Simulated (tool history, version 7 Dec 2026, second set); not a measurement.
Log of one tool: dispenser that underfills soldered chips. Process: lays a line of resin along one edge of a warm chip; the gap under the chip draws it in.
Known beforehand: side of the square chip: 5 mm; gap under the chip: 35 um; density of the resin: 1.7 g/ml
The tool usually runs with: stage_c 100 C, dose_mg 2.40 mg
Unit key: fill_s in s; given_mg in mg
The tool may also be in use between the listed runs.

| run | hour | stage_c | dose_mg | fill_s | given_mg |
|---|---|---|---|---|---|
| 1 | 0.0 | 100 | 2.40 | 31.5 | 2.393 |
|  | 2.0 | new syringe of resin |
| 2 | 5.4 | 100 | 2.40 | 25.7 | 2.388 |
|  | 12.1 | new syringe of resin |
| 3 | 15.0 | 100 | 2.40 | 25.1 | 2.372 |
|  | 22.6 | new syringe of resin |
| 4 | 24.0 | 100 | 2.10 | 24.4 | 2.084 |
|  | 33.0 | new syringe of resin |
| 5 | 33.0 | 100 | 2.10 | 23.1 | 2.069 |
| 6 | 41.8 | 100 | 2.40 | 31.8 | 2.345 |
|  | 43.5 | new syringe of resin |
| 7 | 47.0 | 100 | 2.40 | 25.7 | 2.358 |
|  | 54.0 | new syringe of resin |
| 8 | 54.0 | 100 | 2.40 | 22.8 | 2.332 |
| 9 | 62.6 | 100 | 2.40 | 32.9 | 2.342 |
|  | 64.7 | new syringe of resin |
| 10 | 72.3 | 100 | 2.40 | 30.6 | 2.323 |
|  | 75.1 | new syringe of resin |
| 11 | 81.0 | 100 | 2.40 | 29.4 | 2.318 |
|  | 85.4 | new syringe of resin |
| 12 | 88.7 | 100 | 2.40 | 26.1 | 2.316 |
|  | 96.0 | new syringe of resin |
| 13 | 97.8 | 93 | 2.54 | 33.3 | 2.439 |
|  | 106.7 | new syringe of resin |
| 14 | 107.5 | 113 | 2.02 | 14.0 | 1.946 |
| 15 | 113.1 | 97 | 2.94 | 33.3 | 2.809 |
|  | 117.3 | new syringe of resin |
| 16 | 117.3 | 112 | 2.04 | 14.1 | 1.946 |
| 17 | 123.8 | 97 | 2.37 | 34.6 | 2.260 |
|  | 127.6 | new syringe of resin |
| 18 | 130.8 | 97 | 2.37 | 29.3 | 2.244 |
| 19 | 137.0 | 101 | 2.13 | 33.2 | 2.014 |
|  | 138.0 | new syringe of resin |
| 20 | 142.7 | 101 | 2.13 | 27.5 | 2.023 |
| 21 | 147.5 | 99 | 2.73 | 35.4 | 2.572 |

Each row is a separate what-if for the run after 21, all from the same tool condition, not one after another. Results?
|  | 148.3 | new syringe of resin |
| A | 151.7 | 101 | 2.73 | ? | ? |
|  | 148.3 | new syringe of resin |
| B | 151.7 | 98 | 2.07 | ? | ? |
|  | 148.3 | new syringe of resin |
| C | 151.7 | 94 | 2.40 | ? | ? |

| run | fill_s | given_mg |
|---|---|---|
| A | 24.2 | 2.581 |
| B | 29.1 | 1.948 |
| C | 34.2 | 2.257 |
Without the tool's hidden state the same runs would have given:
| run | fill_s | given_mg |
|---|---|---|
| A | 19.6 | 2.735 |
| B | 23.2 | 2.065 |
| C | 27.6 | 2.393 |
